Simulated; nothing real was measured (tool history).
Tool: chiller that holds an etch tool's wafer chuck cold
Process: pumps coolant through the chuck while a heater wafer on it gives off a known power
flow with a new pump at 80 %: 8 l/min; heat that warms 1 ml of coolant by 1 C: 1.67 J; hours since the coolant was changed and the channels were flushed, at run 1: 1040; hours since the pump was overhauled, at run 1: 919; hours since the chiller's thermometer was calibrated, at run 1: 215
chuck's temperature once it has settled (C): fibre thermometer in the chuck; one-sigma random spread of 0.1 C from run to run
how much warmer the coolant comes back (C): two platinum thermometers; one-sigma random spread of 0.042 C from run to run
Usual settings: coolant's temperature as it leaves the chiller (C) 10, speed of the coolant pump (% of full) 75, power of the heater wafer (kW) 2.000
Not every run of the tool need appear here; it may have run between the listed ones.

run   hour  coolant's temperature as it leaves the chiller (C)  speed of the coolant pump (% of full)  power of the heater wafer (kW)  hours since the coolant was changed and the channels were flushed  hours since the pump was overhauled  hours since the chiller's thermometer was calibrated  chuck's temperature once it has settled (C)  how much warmer the coolant comes back (C)
  1    0.0                                                  10                                     75                           2.000                                                               1040                                  919                                                   215                                         31.5                                        9.73
  2   42.8                                                  10                                     75                           2.000                                                               1083                                  962                                                   258                                         31.4                                        9.76
  3   90.4                                                  10                                     75                           2.000                                                               1130                                 1010                                                   306                                         31.5                                        9.79
  4  111.9                                                  10                                     92                           2.000                                                               1152                                 1031                                                   327                                         28.8                                        7.84
  5  151.2                                                  10                                     92                           2.000                                                               1191                                 1070                                                   366                                         28.6                                        7.84
  6  174.1                                                  10                                     63                           2.000                                                               1214                                 1093                                                   389                                         34.4                                       11.74
  7  194.5                                                  19                                     75                           2.000                                                               1234                                 1114                                                   410                                         40.5                                        9.73
  8  227.7                                                  19                                     75                           2.000                                                               1267                                 1147                                                   443                                         40.6                                        9.73
  9  268.3                                                  10                                     75                           2.000                                                               1308                                 1187                                                   483                                         31.8                                        9.79
 10  294.4                                                  10                                     75                           2.000                                                               1334                                 1213                                                   510                                         31.8                                        9.85
 11  313.9                                                  10                                     75                           2.462                                                               1354                                 1233                                                   529                                         36.8                                       12.12
 12  359.6                                                  19                                     84                           1.268                                                               1399                                 1279                                                   575                                         31.5                                        5.47
 13  394.2                                                  19                                     84                           1.268                                                               1434                                 1313                                                   609                                         31.6                                        5.50
 14  435.7                                                  16                                     65                           1.660                                                               1475                                 1355                                                   651                                         36.0                                        9.44
 15  463.3                                                   4                                     95                           1.697                                                               1503                                 1382                                                   678                                         19.5                                        6.44
 16  487.7                                                  10                                     72                           2.000                                                               1527                                 1407                                                   703                                         32.2                                       10.27
 17  535.0                                                  12                                     65                           2.000                                                               1575                                 1454                                                   750                                         36.1                                       11.45
 18  561.7                                                  10                                     73                           1.582                                                               1601                                 1481                                                   777                                         27.6                                        7.97

Run 19 comes next. What will it give?
 19  604.0                                                  10                                     73                           1.582                                                               1644                                 1523                                                   819                                            ?                                           ?

chuck's temperature once it has settled (C): 27.8
how much warmer the coolant comes back (C): 7.98
With no hidden state in the tool, this same run would have given chuck's temperature once it has settled (C) 26.9, how much warmer the coolant comes back (C) 7.84.
